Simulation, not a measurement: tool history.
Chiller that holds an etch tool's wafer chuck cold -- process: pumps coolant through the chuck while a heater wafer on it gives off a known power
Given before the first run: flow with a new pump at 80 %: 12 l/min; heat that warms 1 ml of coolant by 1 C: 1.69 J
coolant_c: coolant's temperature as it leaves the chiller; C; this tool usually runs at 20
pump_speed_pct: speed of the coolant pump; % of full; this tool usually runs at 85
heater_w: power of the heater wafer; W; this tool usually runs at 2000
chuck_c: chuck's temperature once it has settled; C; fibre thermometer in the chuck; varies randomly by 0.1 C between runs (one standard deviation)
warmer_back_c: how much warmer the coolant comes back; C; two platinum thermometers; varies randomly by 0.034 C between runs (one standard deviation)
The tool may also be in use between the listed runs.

run	day	coolant_c	pump_speed_pct	heater_w	chuck_c	warmer_back_c
1	0.000	20	85	2000	41.8	5.82
2	3.188	20	85	2000	42.0	5.81
3	4.883	20	85	2000	42.1	5.75
4	8.688	20	85	2000	42.1	5.77
5	10.579	20	85	2000	42.1	5.73
6	12.571	18	85	2000	40.2	5.80
7	14.929	18	85	2000	40.1	5.84
8	17.808	18	88	2000	39.8	5.58
9	21.700	18	88	2583	46.2	7.22
10	25.375	20	85	2000	42.2	5.83
11	28.508	13	85	2000	35.6	5.75
12	32.225	13	85	2000	35.5	5.83
13	34.371	12	85	1368	27.6	3.93
14	38.125	12	83	2000	34.9	5.96
15	41.396	12	83	2000	35.0	5.99

Run 16 comes next. What will it give?
16	44.462	16	85	2151	?	?

{"run 16": {"chuck_c": 40.5, "warmer_back_c": 6.36}}
Take away the tool's hidden state, keep the run-to-run variation as it was, and the same run would have given chuck_c 36.9 C, warmer_back_c 6.04 C.

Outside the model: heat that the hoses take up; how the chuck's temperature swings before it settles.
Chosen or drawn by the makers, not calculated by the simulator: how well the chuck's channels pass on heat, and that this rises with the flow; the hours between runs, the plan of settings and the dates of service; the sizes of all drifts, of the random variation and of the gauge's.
